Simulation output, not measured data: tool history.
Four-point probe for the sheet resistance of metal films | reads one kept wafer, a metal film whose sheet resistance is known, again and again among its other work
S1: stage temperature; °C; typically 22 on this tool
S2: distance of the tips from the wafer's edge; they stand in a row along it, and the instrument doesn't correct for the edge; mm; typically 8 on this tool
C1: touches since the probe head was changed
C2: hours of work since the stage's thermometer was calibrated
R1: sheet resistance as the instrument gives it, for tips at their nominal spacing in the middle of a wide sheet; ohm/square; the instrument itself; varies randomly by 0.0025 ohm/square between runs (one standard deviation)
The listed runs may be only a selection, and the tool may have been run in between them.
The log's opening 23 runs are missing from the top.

run,hour,S1,S2,C1,C2,R1
24,1334.2,18,58,129674,972,12.198544
25,1397.6,23,47,131488,1003,12.188911
26,1445.2,28,8,132852,1027,12.340299
# hour 1449.8: stage's thermometer calibrated
27,1498.2,35,7,134354,24,12.372225
28,1562.7,18,8,136199,55,12.345756
29,1607.4,18,8,137479,77,12.344638
30,1681.4,18,8,139596,113,12.34282
31,1740,21,66,141274,142,12.176452
32,1799.5,22,6,142976,171,12.460168
# hour 1867.1: stage's thermometer calibrated, once more
33,1879.9,29,8,145262,6,12.338655
34,1940.3,30,8,146992,36,12.337968
35,2011.2,23,4,149020,70,12.80866
36,2059.2,23,4,150395,94,12.802201
37,2104.8,23,4,151699,116,12.807965
38,2189.6,23,30,154125,158,12.18912
39,2230.7,25,9,155302,178,12.296586
40,2276.1,23,13,156602,200,12.23786
41,2315.8,22,8,157738,219,12.332266
42,2378.1,21,25,159519,250,12.189399
43,2425.5,22,13,160878,273,12.234638
44,2464.6,22,4,161996,292,12.789899
45,2540.7,22,4,164175,329,12.792217

What if the next run were any one of these 4? Each begins from the tool's condition after run 45:
A,2603.7,25,4,165976,360,?
B,2603.7,23,50,165976,360,?
C,2603.7,34,21,165976,360,?
D,2603.7,22,10,165976,360,?

run,R1
A,12.787594
B,12.167647
C,12.169963
D,12.268089
With the hidden condition removed and each run's random variation left untouched, the same runs would have given:
run,R1
A,12.983843
B,12.355181
C,12.357258
D,12.457079
